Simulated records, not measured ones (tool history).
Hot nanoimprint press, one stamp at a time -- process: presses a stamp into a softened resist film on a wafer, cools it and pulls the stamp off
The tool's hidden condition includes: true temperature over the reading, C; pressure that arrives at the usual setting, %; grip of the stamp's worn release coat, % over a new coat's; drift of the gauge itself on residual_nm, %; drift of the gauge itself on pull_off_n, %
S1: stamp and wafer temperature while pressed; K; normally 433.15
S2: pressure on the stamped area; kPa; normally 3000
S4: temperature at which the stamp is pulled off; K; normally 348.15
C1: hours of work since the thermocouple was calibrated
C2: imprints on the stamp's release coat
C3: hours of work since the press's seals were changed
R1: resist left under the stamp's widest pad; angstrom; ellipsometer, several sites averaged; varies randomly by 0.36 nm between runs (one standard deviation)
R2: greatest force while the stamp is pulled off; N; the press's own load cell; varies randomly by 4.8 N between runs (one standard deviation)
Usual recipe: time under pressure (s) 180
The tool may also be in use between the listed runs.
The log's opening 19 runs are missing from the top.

-- hour=309.9 plate thermocouple calibrated
run 20 hour=315.0 | S1=433.15 S2=4030 time_under_pressure_(s)=180 S4=348.15 | C1=3 C2=1493 C3=508 | R1=1328 R2=236
run 21 hour=334.8 | S1=433.15 S2=4030 time_under_pressure_(s)=180 S4=348.15 | C1=17 C2=1576 C3=521 | R1=1327 R2=236
-- hour=348.0 gauge calibrated
run 22 hour=352.2 | S1=433.15 S2=4030 time_under_pressure_(s)=180 S4=348.15 | C1=29 C2=1649 C3=533 | R1=1354 R2=232
run 23 hour=371.0 | S1=433.15 S2=4030 time_under_pressure_(s)=180 S4=347.15 | C1=42 C2=1728 C3=546 | R1=1347 R2=237
run 24 hour=388.6 | S1=433.15 S2=4030 time_under_pressure_(s)=180 S4=347.15 | C1=54 C2=1802 C3=558 | R1=1348 R2=247
run 25 hour=405.4 | S1=433.15 S2=4030 time_under_pressure_(s)=180 S4=347.15 | C1=65 C2=1872 C3=569 | R1=1349 R2=236
run 26 hour=423.9 | S1=433.15 S2=4030 time_under_pressure_(s)=180 S4=347.15 | C1=78 C2=1950 C3=582 | R1=1341 R2=230
run 27 hour=436.8 | S1=433.15 S2=4030 time_under_pressure_(s)=180 S4=345.15 | C1=87 C2=2004 C3=591 | R1=1343 R2=251
run 28 hour=457.2 | S1=433.15 S2=2400 time_under_pressure_(s)=180 S4=354.15 | C1=101 C2=2090 C3=605 | R1=1734 R2=223
run 29 hour=471.8 | S1=424.15 S2=3000 time_under_pressure_(s)=211 S4=348.15 | C1=111 C2=2151 C3=615 | R1=2355 R2=239
-- hour=495.0 stamp cleaned and given a new release coat
run 30 hour=495.0 | S1=438.15 S2=3340 time_under_pressure_(s)=279 S4=348.15 | C1=123 C2=0 C3=627 | R1=933 R2=232

Each row is a separate what-if for the run after 30, all from the same tool condition, not one after another. Results?
run A hour=514.3 | S1=433.15 S2=3340 time_under_pressure_(s)=279 S4=337.15 | C1=136 C2=81 C3=640 | R1=? R2=?
run B hour=514.3 | S1=438.15 S2=2390 time_under_pressure_(s)=279 S4=348.15 | C1=136 C2=81 C3=640 | R1=? R2=?
run C hour=514.3 | S1=438.15 S2=3340 time_under_pressure_(s)=141 S4=348.15 | C1=136 C2=81 C3=640 | R1=? R2=?
run D hour=514.3 | S1=431.15 S2=1840 time_under_pressure_(s)=180 S4=353.15 | C1=136 C2=81 C3=640 | R1=? R2=?

run=A R1=1245 R2=265
run=B R1=1122 R2=236
run=C R1=1225 R2=239
run=D R1=2133 R2=211
Without the tool's hidden state the same runs would have given:
run=A R1=1256 R2=265
run=B R1=1132 R2=236
run=C R1=1236 R2=239
run=D R1=2153 R2=211

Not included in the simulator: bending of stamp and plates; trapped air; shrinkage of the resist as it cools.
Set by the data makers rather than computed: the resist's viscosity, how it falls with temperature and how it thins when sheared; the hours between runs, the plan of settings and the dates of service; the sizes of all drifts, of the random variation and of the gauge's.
